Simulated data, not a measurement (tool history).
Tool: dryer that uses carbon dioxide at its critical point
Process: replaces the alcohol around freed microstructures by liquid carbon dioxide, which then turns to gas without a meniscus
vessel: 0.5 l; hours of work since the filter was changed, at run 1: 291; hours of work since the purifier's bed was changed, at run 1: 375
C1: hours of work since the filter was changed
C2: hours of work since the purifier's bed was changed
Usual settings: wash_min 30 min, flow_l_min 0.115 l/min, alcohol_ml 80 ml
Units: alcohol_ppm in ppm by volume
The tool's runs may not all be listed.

Run 1, day 0: usual settings; C1 291; C2 375. Result: alcohol_ppm 637 ppm by volume.
Run 2, day 0.758: usual settings but alcohol_ml 73 ml; C1 299; C2 384. Result: alcohol_ppm 600 ppm by volume.
Run 3, day 1.158: usual settings but alcohol_ml 73 ml; C1 303; C2 388. Result: alcohol_ppm 612 ppm by volume.
Run 4, day 1.712: usual settings but alcohol_ml 73 ml; C1 309; C2 394. Result: alcohol_ppm 648 ppm by volume.
Run 5, day 2.258: usual settings but alcohol_ml 73 ml; C1 315; C2 400. Result: alcohol_ppm 633 ppm by volume.
Run 6, day 2.825: usual settings but alcohol_ml 73 ml; C1 321; C2 406. Result: alcohol_ppm 634 ppm by volume.
Run 7, day 3.654: usual settings but alcohol_ml 73 ml; C1 331; C2 415. Result: alcohol_ppm 656 ppm by volume.
Run 8, day 4.108: usual settings but wash_min 32 min, alcohol_ml 73 ml; C1 335; C2 420. Result: alcohol_ppm 469 ppm by volume.
Run 9, day 4.567: usual settings but wash_min 32 min, alcohol_ml 73 ml; C1 340; C2 425. Result: alcohol_ppm 474 ppm by volume.
Run 10, day 5.067: usual settings but wash_min 32 min, alcohol_ml 73 ml; C1 346; C2 431. Result: alcohol_ppm 468 ppm by volume.
Run 11, day 5.938: usual settings; C1 356; C2 440. Result: alcohol_ppm 731 ppm by volume.
Run 12, day 6.475: usual settings; C1 361; C2 446. Result: alcohol_ppm 766 ppm by volume.
Run 13, day 7.367: usual settings; C1 371; C2 456. Result: alcohol_ppm 776 ppm by volume.
Run 14, day 7.925: usual settings; C1 377; C2 462. Result: alcohol_ppm 811 ppm by volume.
Run 15, day 8.733: usual settings; C1 386; C2 471. Result: alcohol_ppm 793 ppm by volume.
Run 16, day 9.596: usual settings but alcohol_ml 95 ml; C1 396; C2 480. Result: alcohol_ppm 965 ppm by volume.
Run 17, day 10.15: usual settings but alcohol_ml 95 ml; C1 402; C2 486. Result: alcohol_ppm 991 ppm by volume.
Run 18, day 10.888: usual settings but alcohol_ml 48 ml; C1 410; C2 495. Result: alcohol_ppm 509 ppm by volume.
Run 19, day 11.596: usual settings; C1 417; C2 502. Result: alcohol_ppm 831 ppm by volume.
Run 20, day 12.262: usual settings but flow_l_min 0.17 l/min; C1 425; C2 510. Result: alcohol_ppm 118 ppm by volume.
At day 12.696: inlet filter changed.
Run 21, day 13.279: usual settings but flow_l_min 0.17 l/min, alcohol_ml 37 ml; C1 6; C2 520. Result: alcohol_ppm 46 ppm by volume.
Run 22, day 13.767: usual settings but wash_min 19 min, flow_l_min 0.17 l/min, alcohol_ml 37 ml; C1 12; C2 526. Result: alcohol_ppm 300 ppm by volume.
Run 23, day 14.288: usual settings but wash_min 46 min, flow_l_min 0.109 l/min, alcohol_ml 52 ml; C1 17; C2 531. Result: alcohol_ppm 53 ppm by volume.
Run 24, day 15.038: usual settings but wash_min 22 min, flow_l_min 0.119 l/min, alcohol_ml 54 ml; C1 26; C2 540. Result: alcohol_ppm 1091 ppm by volume.
Run 25, day 15.758: usual settings but wash_min 25 min, flow_l_min 0.078 l/min, alcohol_ml 22 ml; C1 34; C2 547. Result: alcohol_ppm 1308 ppm by volume.
Run 26, day 16.712: usual settings but wash_min 25 min, flow_l_min 0.078 l/min, alcohol_ml 22 ml; C1 44; C2 558. Result: alcohol_ppm 1363 ppm by volume.
Run 27, day 17.183: usual settings but wash_min 37 min, alcohol_ml 44 ml; C1 49; C2 563. Result: alcohol_ppm 85 ppm by volume.
Run 28, day 18.092: usual settings but wash_min 45 min, alcohol_ml 101 ml; C1 59; C2 573. Result: alcohol_ppm 50 ppm by volume.
Run 29, day 18.829: usual settings but wash_min 23 min, flow_l_min 0.105 l/min, alcohol_ml 37 ml; C1 67; C2 581. Result: alcohol_ppm 1089 ppm by volume.
Run 30, day 19.783: usual settings but wash_min 34 min, flow_l_min 0.108 l/min, alcohol_ml 58 ml; C1 78; C2 591. Result: alcohol_ppm 226 ppm by volume.
Run 31, day 20.229: usual settings but wash_min 34 min, flow_l_min 0.108 l/min, alcohol_ml 58 ml; C1 83; C2 596. Result: alcohol_ppm 221 ppm by volume.
Run 32, day 20.783: usual settings but wash_min 21 min, alcohol_ml 43 ml; C1 89; C2 602. Result: alcohol_ppm 1327 ppm by volume.
Run 33, day 21.388: usual settings but wash_min 46 min, alcohol_ml 43 ml; C1 95; C2 609. Result: alcohol_ppm 52 ppm by volume.
Run 34, day 22.296: usual settings but wash_min 46 min, alcohol_ml 43 ml; C1 105; C2 619. Result: alcohol_ppm 51 ppm by volume.
Run 35, day 23.196: usual settings but flow_l_min 0.1 l/min, alcohol_ml 53 ml; C1 115; C2 629. Result: alcohol_ppm 638 ppm by volume.
Run 36, day 23.675: usual settings but wash_min 26 min, flow_l_min 0.137 l/min, alcohol_ml 40 ml; C1 120; C2 634. Result: alcohol_ppm 233 ppm by volume.
Run 37, day 24.371: usual settings but wash_min 32 min, flow_l_min 0.188 l/min, alcohol_ml 33 ml; C1 128; C2 642. Result: alcohol_ppm 33 ppm by volume.
Run 38, day 24.879: usual settings but wash_min 32 min, flow_l_min 0.188 l/min, alcohol_ml 33 ml; C1 133; C2 647. Result: alcohol_ppm 42 ppm by volume.
Run 39, day 25.562: usual settings but wash_min 34 min, flow_l_min 0.085 l/min, alcohol_ml 70 ml; C1 141; C2 655. Result: alcohol_ppm 951 ppm by volume.
Run 40, day 26.279: usual settings but wash_min 19 min, flow_l_min 0.191 l/min, alcohol_ml 83 ml; C1 149; C2 663. Result: alcohol_ppm 450 ppm by volume.
Run 41, day 27.108: usual settings but wash_min 19 min, flow_l_min 0.191 l/min, alcohol_ml 83 ml; C1 158; C2 672. Result: alcohol_ppm 480 ppm by volume.
Run 42, day 27.671: usual settings but wash_min 19 min, flow_l_min 0.191 l/min, alcohol_ml 83 ml; C1 164; C2 678. Result: alcohol_ppm 476 ppm by volume.

Hidden state at the last listed run before each entry between runs and at the first one after, where it differs:
Between runs 20 and 21: inlet filter changed (day 12.696)
  flow that reaches the vessel past the clogged filter, %: 84.3 -> 99.4; alcohol in the recycled carbon dioxide, ppm: 34 -> 34.6
  measured less the result without the state, alcohol_ppm: +90 -> +31 ppm by volume
